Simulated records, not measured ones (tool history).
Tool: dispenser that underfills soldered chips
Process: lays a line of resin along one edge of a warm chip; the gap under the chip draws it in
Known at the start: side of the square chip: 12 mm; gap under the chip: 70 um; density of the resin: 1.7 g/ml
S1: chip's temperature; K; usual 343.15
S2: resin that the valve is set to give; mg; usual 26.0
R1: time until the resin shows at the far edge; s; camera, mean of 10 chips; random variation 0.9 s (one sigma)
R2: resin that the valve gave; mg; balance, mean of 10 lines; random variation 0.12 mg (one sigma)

run 1 day=0.000 | S1=343.15 S2=26.0 | R1=110.5 R2=25.89
-- day=0.196 new syringe of resin
run 2 day=0.292 | S1=343.15 S2=22.4 | R1=93.9 R2=22.46
run 3 day=0.512 | S1=343.15 S2=22.4 | R1=114.7 R2=22.23
run 4 day=0.708 | S1=343.15 S2=22.4 | R1=134.3 R2=22.29
-- day=0.746 new syringe of resin
run 5 day=1.038 | S1=352.15 S2=26.0 | R1=75.1 R2=25.60
run 6 day=1.192 | S1=352.15 S2=26.0 | R1=86.5 R2=25.52
-- day=1.283 new syringe of resin
run 7 day=1.425 | S1=352.15 S2=26.0 | R1=67.0 R2=25.45
run 8 day=1.683 | S1=352.15 S2=26.0 | R1=82.3 R2=25.34
-- day=1.838 new syringe of resin
run 9 day=1.850 | S1=352.15 S2=26.0 | R1=57.9 R2=25.29
run 10 day=2.062 | S1=352.15 S2=26.0 | R1=70.3 R2=25.11
run 11 day=2.292 | S1=331.15 S2=26.0 | R1=200.0 R2=25.22
-- day=2.375 new syringe of resin
run 12 day=2.579 | S1=337.15 S2=26.0 | R1=127.9 R2=25.07
run 13 day=2.712 | S1=358.15 S2=27.4 | R1=59.7 R2=26.33
-- day=2.912 new syringe of resin
run 14 day=2.917 | S1=332.15 S2=22.5 | R1=144.4 R2=21.57
-- day=3.033 dispensing valve cleaned and set on the balance
run 15 day=3.233 | S1=345.15 S2=22.5 | R1=100.7 R2=22.60
run 16 day=3.454 | S1=345.15 S2=22.5 | R1=123.4 R2=22.52
-- day=3.492 new syringe of resin
run 17 day=3.604 | S1=345.15 S2=22.5 | R1=86.9 R2=22.21
run 18 day=3.771 | S1=344.15 S2=25.2 | R1=100.0 R2=24.98
run 19 day=3.933 | S1=352.15 S2=25.6 | R1=84.6 R2=25.15
-- day=4.029 new syringe of resin
run 20 day=4.138 | S1=354.15 S2=32.6 | R1=57.9 R2=32.09
run 21 day=4.279 | S1=354.15 S2=32.6 | R1=64.6 R2=32.31
run 22 day=4.425 | S1=354.15 S2=32.6 | R1=73.8 R2=32.09

Forecast each of these 3 alternatives for the next run:
-- day=4.571 new syringe of resin
run A day=4.638 | S1=346.15 S2=26.0 | R1=? R2=?
-- day=4.571 new syringe of resin
run B day=4.638 | S1=343.15 S2=24.3 | R1=? R2=?
-- day=4.571 new syringe of resin
run C day=4.638 | S1=339.15 S2=23.7 | R1=? R2=?

run=A R1=77.2 R2=25.47
run=B R1=90.1 R2=23.99
run=C R1=105.5 R2=23.08
Without the tool's hidden state the same runs would have given:
run=A R1=75.1 R2=26.03
run=B R1=87.5 R2=24.52
run=C R1=102.5 R2=23.60
